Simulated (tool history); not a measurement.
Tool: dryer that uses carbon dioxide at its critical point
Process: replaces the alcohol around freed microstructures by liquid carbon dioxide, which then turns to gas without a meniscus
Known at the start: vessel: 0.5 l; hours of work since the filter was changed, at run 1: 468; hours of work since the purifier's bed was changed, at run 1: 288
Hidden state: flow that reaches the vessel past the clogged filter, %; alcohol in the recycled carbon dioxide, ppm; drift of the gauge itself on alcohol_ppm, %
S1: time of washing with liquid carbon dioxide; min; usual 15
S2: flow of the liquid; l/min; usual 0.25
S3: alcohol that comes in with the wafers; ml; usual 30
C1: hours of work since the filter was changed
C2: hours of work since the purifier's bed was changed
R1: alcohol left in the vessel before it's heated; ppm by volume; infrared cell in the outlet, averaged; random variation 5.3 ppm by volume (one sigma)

{"run": 1, "hour": 0.0, "S1": 15, "S2": 0.25, "S3": 30, "C1": 468, "C2": 288, "R1": 278}
{"run": 2, "hour": 13.4, "S1": 15, "S2": 0.25, "S3": 32, "C1": 476, "C2": 296, "R1": 311}
{"run": 3, "hour": 26.1, "S1": 15, "S2": 0.25, "S3": 32, "C1": 483, "C2": 303, "R1": 312}
{"run": 4, "hour": 42.0, "S1": 15, "S2": 0.25, "S3": 33, "C1": 493, "C2": 313, "R1": 325}
{"run": 5, "hour": 50.4, "S1": 15, "S2": 0.25, "S3": 33, "C1": 498, "C2": 318, "R1": 318}
{"run": 6, "hour": 57.1, "S1": 13, "S2": 0.25, "S3": 30, "C1": 502, "C2": 322, "R1": 510}
{"run": 7, "hour": 66.5, "S1": 15, "S2": 0.25, "S3": 30, "C1": 508, "C2": 328, "R1": 297}
{"run": 8, "hour": 76.5, "S1": 15, "S2": 0.16, "S3": 30, "C1": 514, "C2": 334, "R1": 1657}
{"run": 9, "hour": 84.0, "S1": 15, "S2": 0.16, "S3": 30, "C1": 518, "C2": 338, "R1": 1647}
{"run": 10, "hour": 93.9, "S1": 21, "S2": 0.16, "S3": 87, "C1": 524, "C2": 344, "R1": 1168}
{"run": 11, "hour": 100.6, "S1": 15, "S2": 0.234, "S3": 29, "C1": 528, "C2": 348, "R1": 391}
{"hour": 105.4, "done": "inlet filter changed"}
{"run": 12, "hour": 114.3, "S1": 15, "S2": 0.234, "S3": 29, "C1": 5, "C2": 356, "R1": 293}
{"run": 13, "hour": 124.6, "S1": 15, "S2": 0.234, "S3": 29, "C1": 12, "C2": 362, "R1": 295}
{"run": 14, "hour": 138.8, "S1": 20, "S2": 0.228, "S3": 35, "C1": 20, "C2": 371, "R1": 171}
{"run": 15, "hour": 151.1, "S1": 17, "S2": 0.235, "S3": 56, "C1": 27, "C2": 378, "R1": 287}
{"run": 16, "hour": 165.6, "S1": 13, "S2": 0.261, "S3": 37, "C1": 36, "C2": 387, "R1": 407}
{"run": 17, "hour": 176.5, "S1": 13, "S2": 0.261, "S3": 37, "C1": 43, "C2": 393, "R1": 426}
{"run": 18, "hour": 185.6, "S1": 10, "S2": 0.336, "S3": 30, "C1": 48, "C2": 399, "R1": 370}

5 ways to go on from here, each from the tool as it stands after run 18. What would each give?
{"run": "A", "hour": 196.3, "S1": 15, "S2": 0.208, "S3": 30, "C1": 55, "C2": 405, "R1": "?"}
{"run": "B", "hour": 196.3, "S1": 16, "S2": 0.179, "S3": 30, "C1": 55, "C2": 405, "R1": "?"}
{"run": "C", "hour": 196.3, "S1": 10, "S2": 0.32, "S3": 35, "C1": 55, "C2": 405, "R1": "?"}
{"run": "D", "hour": 196.3, "S1": 9, "S2": 0.25, "S3": 60, "C1": 55, "C2": 405, "R1": "?"}
{"run": "E", "hour": 196.3, "S1": 15, "S2": 0.25, "S3": 75, "C1": 55, "C2": 405, "R1": "?"}

run=A R1=502
run=B R1=693
run=C R1=499
run=D R1=2982
run=E R1=444
Without the tool's hidden state the same runs would have given:
run=A R1=341
run=B R1=525
run=C R1=337
run=D R1=2747
run=E R1=288

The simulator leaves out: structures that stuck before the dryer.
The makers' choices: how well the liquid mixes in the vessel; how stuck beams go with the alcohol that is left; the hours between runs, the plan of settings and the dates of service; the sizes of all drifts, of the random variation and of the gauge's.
